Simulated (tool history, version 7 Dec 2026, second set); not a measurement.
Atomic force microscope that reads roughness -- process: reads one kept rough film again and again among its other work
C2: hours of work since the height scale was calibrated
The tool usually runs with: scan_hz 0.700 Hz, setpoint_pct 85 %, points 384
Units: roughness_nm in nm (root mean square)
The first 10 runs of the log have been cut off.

run 11 hour=76.9 | scan_hz=0.700 setpoint_pct=85 points=384 | pictures_with_this_tip=238 C2=161 | roughness_nm=0.733
run 12 hour=85.5 | scan_hz=0.700 setpoint_pct=85 points=384 | pictures_with_this_tip=248 C2=166 | roughness_nm=0.736
run 13 hour=92.4 | scan_hz=0.700 setpoint_pct=85 points=384 | pictures_with_this_tip=256 C2=170 | roughness_nm=0.726
run 14 hour=98.6 | scan_hz=0.700 setpoint_pct=85 points=384 | pictures_with_this_tip=263 C2=173 | roughness_nm=0.724
run 15 hour=105.4 | scan_hz=0.700 setpoint_pct=85 points=384 | pictures_with_this_tip=271 C2=177 | roughness_nm=0.724
run 16 hour=113.3 | scan_hz=0.700 setpoint_pct=85 points=384 | pictures_with_this_tip=280 C2=182 | roughness_nm=0.728
run 17 hour=119.2 | scan_hz=0.700 setpoint_pct=85 points=384 | pictures_with_this_tip=287 C2=185 | roughness_nm=0.722
run 18 hour=129.9 | scan_hz=0.700 setpoint_pct=85 points=384 | pictures_with_this_tip=299 C2=192 | roughness_nm=0.712
run 19 hour=139.2 | scan_hz=1.475 setpoint_pct=85 points=384 | pictures_with_this_tip=310 C2=197 | roughness_nm=0.647
run 20 hour=143.6 | scan_hz=1.475 setpoint_pct=85 points=384 | pictures_with_this_tip=315 C2=200 | roughness_nm=0.659
run 21 hour=151.1 | scan_hz=1.475 setpoint_pct=85 points=384 | pictures_with_this_tip=323 C2=204 | roughness_nm=0.652
run 22 hour=157.1 | scan_hz=1.475 setpoint_pct=85 points=902 | pictures_with_this_tip=330 C2=208 | roughness_nm=0.653
run 23 hour=161.8 | scan_hz=0.923 setpoint_pct=75 points=453 | pictures_with_this_tip=336 C2=210 | roughness_nm=0.732
run 24 hour=167.0 | scan_hz=2.124 setpoint_pct=89 points=697 | pictures_with_this_tip=342 C2=213 | roughness_nm=0.581
-- hour=170.2 new tip fitted
run 25 hour=176.8 | scan_hz=2.124 setpoint_pct=89 points=697 | pictures_with_this_tip=7 C2=219 | roughness_nm=0.641
run 26 hour=183.1 | scan_hz=2.124 setpoint_pct=72 points=303 | pictures_with_this_tip=15 C2=223 | roughness_nm=0.736
run 27 hour=191.3 | scan_hz=2.124 setpoint_pct=72 points=303 | pictures_with_this_tip=24 C2=227 | roughness_nm=0.744
run 28 hour=199.8 | scan_hz=2.124 setpoint_pct=72 points=303 | pictures_with_this_tip=34 C2=232 | roughness_nm=0.724
run 29 hour=209.9 | scan_hz=0.700 setpoint_pct=66 points=453 | pictures_with_this_tip=45 C2=238 | roughness_nm=0.808
run 30 hour=220.2 | scan_hz=0.800 setpoint_pct=63 points=384 | pictures_with_this_tip=57 C2=244 | roughness_nm=0.806
run 31 hour=225.5 | scan_hz=1.357 setpoint_pct=82 points=384 | pictures_with_this_tip=63 C2=247 | roughness_nm=0.726
run 32 hour=230.4 | scan_hz=0.991 setpoint_pct=82 points=384 | pictures_with_this_tip=69 C2=250 | roughness_nm=0.751

What does the tool deliver on the next run?
run 33 hour=239.1 | scan_hz=0.991 setpoint_pct=82 points=384 | pictures_with_this_tip=79 C2=255 | roughness_nm=?

Logged for run 33: roughness_nm 0.753 nm (root mean square).
Were there no unlogged condition in the tool, this run, its random variation unchanged, would have produced roughness_nm 0.774 nm (root mean square).

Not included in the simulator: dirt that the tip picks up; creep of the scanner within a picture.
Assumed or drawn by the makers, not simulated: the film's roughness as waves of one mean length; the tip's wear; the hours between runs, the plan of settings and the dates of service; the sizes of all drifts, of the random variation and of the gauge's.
